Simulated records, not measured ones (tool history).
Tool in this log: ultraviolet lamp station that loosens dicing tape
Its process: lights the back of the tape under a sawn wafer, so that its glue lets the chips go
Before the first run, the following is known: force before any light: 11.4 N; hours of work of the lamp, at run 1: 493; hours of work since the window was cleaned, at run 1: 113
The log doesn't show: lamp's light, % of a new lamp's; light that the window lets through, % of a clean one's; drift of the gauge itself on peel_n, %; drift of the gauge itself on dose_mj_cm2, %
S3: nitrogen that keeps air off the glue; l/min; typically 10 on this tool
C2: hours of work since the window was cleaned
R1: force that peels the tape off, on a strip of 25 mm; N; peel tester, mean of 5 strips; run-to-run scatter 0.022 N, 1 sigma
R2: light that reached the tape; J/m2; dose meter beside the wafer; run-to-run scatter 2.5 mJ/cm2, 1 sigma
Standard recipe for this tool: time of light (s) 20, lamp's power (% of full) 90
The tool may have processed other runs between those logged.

run 1 day=0.000 | time_of_light_(s)=20 lamp's_power_(%_of_full)=90 S3=10 | hours_of_work_of_the_lamp=493 C2=113 | R1=1.913 R2=2200
run 2 day=1.371 | time_of_light_(s)=20 lamp's_power_(%_of_full)=90 S3=8 | hours_of_work_of_the_lamp=517 C2=136 | R1=2.263 R2=2160
run 3 day=2.950 | time_of_light_(s)=20 lamp's_power_(%_of_full)=90 S3=5 | hours_of_work_of_the_lamp=544 C2=164 | R1=3.039 R2=2130
run 4 day=4.212 | time_of_light_(s)=20 lamp's_power_(%_of_full)=90 S3=5 | hours_of_work_of_the_lamp=566 C2=186 | R1=3.110 R2=2090
run 5 day=6.146 | time_of_light_(s)=20 lamp's_power_(%_of_full)=90 S3=10 | hours_of_work_of_the_lamp=600 C2=219 | R1=2.183 R2=2020
run 6 day=7.121 | time_of_light_(s)=20 lamp's_power_(%_of_full)=90 S3=12 | hours_of_work_of_the_lamp=616 C2=236 | R1=1.944 R2=1960
run 7 day=9.033 | time_of_light_(s)=20 lamp's_power_(%_of_full)=90 S3=12 | hours_of_work_of_the_lamp=649 C2=269 | R1=2.088 R2=1940
run 8 day=10.438 | time_of_light_(s)=20 lamp's_power_(%_of_full)=88 S3=10 | hours_of_work_of_the_lamp=674 C2=293 | R1=2.473 R2=1880
run 9 day=12.033 | time_of_light_(s)=20 lamp's_power_(%_of_full)=66 S3=10 | hours_of_work_of_the_lamp=701 C2=321 | R1=3.604 R2=1330
-- day=13.867 window cleaned of glue's vapour
run 10 day=14.242 | time_of_light_(s)=20 lamp's_power_(%_of_full)=79 S3=10 | hours_of_work_of_the_lamp=739 C2=6 | R1=3.333 R2=1500
run 11 day=15.192 | time_of_light_(s)=20 lamp's_power_(%_of_full)=79 S3=10 | hours_of_work_of_the_lamp=756 C2=23 | R1=3.509 R2=1420
run 12 day=17.246 | time_of_light_(s)=20 lamp's_power_(%_of_full)=79 S3=10 | hours_of_work_of_the_lamp=791 C2=59 | R1=3.453 R2=1380
-- day=19.092 window cleaned of glue's vapour, once more
run 13 day=19.288 | time_of_light_(s)=20 lamp's_power_(%_of_full)=79 S3=10 | hours_of_work_of_the_lamp=826 C2=3 | R1=2.888 R2=1670
run 14 day=20.508 | time_of_light_(s)=20 lamp's_power_(%_of_full)=79 S3=10 | hours_of_work_of_the_lamp=848 C2=25 | R1=2.940 R2=1650
run 15 day=21.500 | time_of_light_(s)=33 lamp's_power_(%_of_full)=80 S3=6 | hours_of_work_of_the_lamp=865 C2=42 | R1=1.911 R2=2730
run 16 day=23.712 | time_of_light_(s)=13 lamp's_power_(%_of_full)=90 S3=3 | hours_of_work_of_the_lamp=903 C2=80 | R1=6.271 R2=1150
run 17 day=25.679 | time_of_light_(s)=13 lamp's_power_(%_of_full)=90 S3=3 | hours_of_work_of_the_lamp=937 C2=114 | R1=6.275 R2=1100
run 18 day=27.854 | time_of_light_(s)=13 lamp's_power_(%_of_full)=90 S3=3 | hours_of_work_of_the_lamp=975 C2=152 | R1=6.636 R2=1100
run 19 day=29.100 | time_of_light_(s)=13 lamp's_power_(%_of_full)=90 S3=3 | hours_of_work_of_the_lamp=996 C2=173 | R1=6.453 R2=1090
run 20 day=30.808 | time_of_light_(s)=13 lamp's_power_(%_of_full)=90 S3=3 | hours_of_work_of_the_lamp=1026 C2=203 | R1=6.967 R2=1000
run 21 day=32.667 | time_of_light_(s)=13 lamp's_power_(%_of_full)=74 S3=6 | hours_of_work_of_the_lamp=1058 C2=235 | R1=6.424 R2=790
run 22 day=33.679 | time_of_light_(s)=20 lamp's_power_(%_of_full)=66 S3=10 | hours_of_work_of_the_lamp=1076 C2=253 | R1=4.507 R2=1080
-- day=33.908 lamp changed
run 23 day=35.646 | time_of_light_(s)=23 lamp's_power_(%_of_full)=80 S3=7 | hours_of_work_of_the_lamp=30 C2=286 | R1=1.743 R2=2660
run 24 day=36.667 | time_of_light_(s)=24 lamp's_power_(%_of_full)=94 S3=11 | hours_of_work_of_the_lamp=48 C2=304 | R1=0.864 R2=3210
run 25 day=38.200 | time_of_light_(s)=20 lamp's_power_(%_of_full)=78 S3=19 | hours_of_work_of_the_lamp=74 C2=330 | R1=1.321 R2=2130
run 26 day=39.404 | time_of_light_(s)=20 lamp's_power_(%_of_full)=78 S3=6 | hours_of_work_of_the_lamp=95 C2=351 | R1=2.615 R2=2140
-- day=39.567 window cleaned of glue's vapour
run 27 day=41.508 | time_of_light_(s)=39 lamp's_power_(%_of_full)=74 S3=12 | hours_of_work_of_the_lamp=131 C2=34 | R1=0.421 R2=4380

Each row is a separate what-if for the run after 27, all from the same tool condition, not one after another. Results?
run A day=42.871 | time_of_light_(s)=24 lamp's_power_(%_of_full)=93 S3=6 | hours_of_work_of_the_lamp=155 C2=57 | R1=? R2=?
run B day=42.871 | time_of_light_(s)=11 lamp's_power_(%_of_full)=100 S3=9 | hours_of_work_of_the_lamp=155 C2=57 | R1=? R2=?
run C day=42.871 | time_of_light_(s)=30 lamp's_power_(%_of_full)=76 S3=10 | hours_of_work_of_the_lamp=155 C2=57 | R1=? R2=?

run=A R1=1.196 R2=3370
run=B R1=3.010 R2=1650
run=C R1=0.827 R2=3470
Without the tool's hidden state the same runs would have given:
run=A R1=0.994 R2=3700
run=B R1=2.659 R2=1810
run=C R1=0.676 R2=3800
